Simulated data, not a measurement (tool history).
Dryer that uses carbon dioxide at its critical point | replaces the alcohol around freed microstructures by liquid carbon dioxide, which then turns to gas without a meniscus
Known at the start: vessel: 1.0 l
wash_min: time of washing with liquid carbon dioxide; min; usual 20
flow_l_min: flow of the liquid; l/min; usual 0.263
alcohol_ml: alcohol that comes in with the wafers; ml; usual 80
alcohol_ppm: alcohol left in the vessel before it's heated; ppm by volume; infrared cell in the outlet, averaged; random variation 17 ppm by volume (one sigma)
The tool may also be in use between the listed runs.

run	hour	wash_min	flow_l_min	alcohol_ml	alcohol_ppm
1	0.0	20	0.263	80	1315
2	12.7	20	0.263	73	1281
3	30.3	20	0.263	73	1273
4	54.9	14	0.263	80	4409
5	65.5	20	0.268	80	1326
6	83.7	20	0.268	80	1308
7	100.0	20	0.268	80	1333
8	119.6	20	0.263	80	1452
9	135.0	20	0.263	80	1515
10	153.9	20	0.263	80	1548
11	169.6	20	0.263	80	1499
12	181.7	20	0.226	80	2635
# hour 190.1: purifier's bed changed
13	203.3	20	0.308	80	681
14	228.1	20	0.263	116	1956
15	248.6	20	0.376	80	275
# hour 267.1: inlet filter changed
16	268.9	20	0.376	80	196
17	284.8	20	0.263	80	1132
18	297.6	20	0.251	80	1393
19	322.6	20	0.251	80	1394
20	347.3	20	0.251	80	1476
21	364.6	15	0.263	88	3771
22	385.1	15	0.263	22	973
23	408.4	15	0.263	22	961
24	431.8	18	0.263	48	1152
25	456.0	19	0.277	28	501
26	481.1	13	0.360	69	1812
27	506.0	13	0.366	59	1554
28	516.8	13	0.366	59	1570
29	530.4	13	0.366	59	1535
30	547.3	13	0.366	59	1566
31	565.5	16	0.175	70	7951
32	587.5	16	0.165	70	9224
# hour 604.1: inlet filter changed
33	613.0	13	0.271	80	4663
34	634.6	18	0.161	46	4348
35	646.6	14	0.263	47	2499
36	661.7	14	0.263	47	2482
37	684.2	14	0.263	47	2541
38	698.1	14	0.263	47	2592
39	717.3	27	0.168	28	845
40	728.6	27	0.168	28	830

Forecast each of these 5 alternatives for the next run:
A	749.6	13	0.263	34	?
B	749.6	13	0.168	70	?
C	749.6	27	0.374	64	?
D	749.6	20	0.164	80	?
E	749.6	28	0.412	80	?

run	alcohol_ppm
A	2404
B	12565
C	140
D	5695
E	140
Without the tool's hidden state the same runs would have given:
run	alcohol_ppm
A	2083
B	11733
C	16
D	5108
E	17

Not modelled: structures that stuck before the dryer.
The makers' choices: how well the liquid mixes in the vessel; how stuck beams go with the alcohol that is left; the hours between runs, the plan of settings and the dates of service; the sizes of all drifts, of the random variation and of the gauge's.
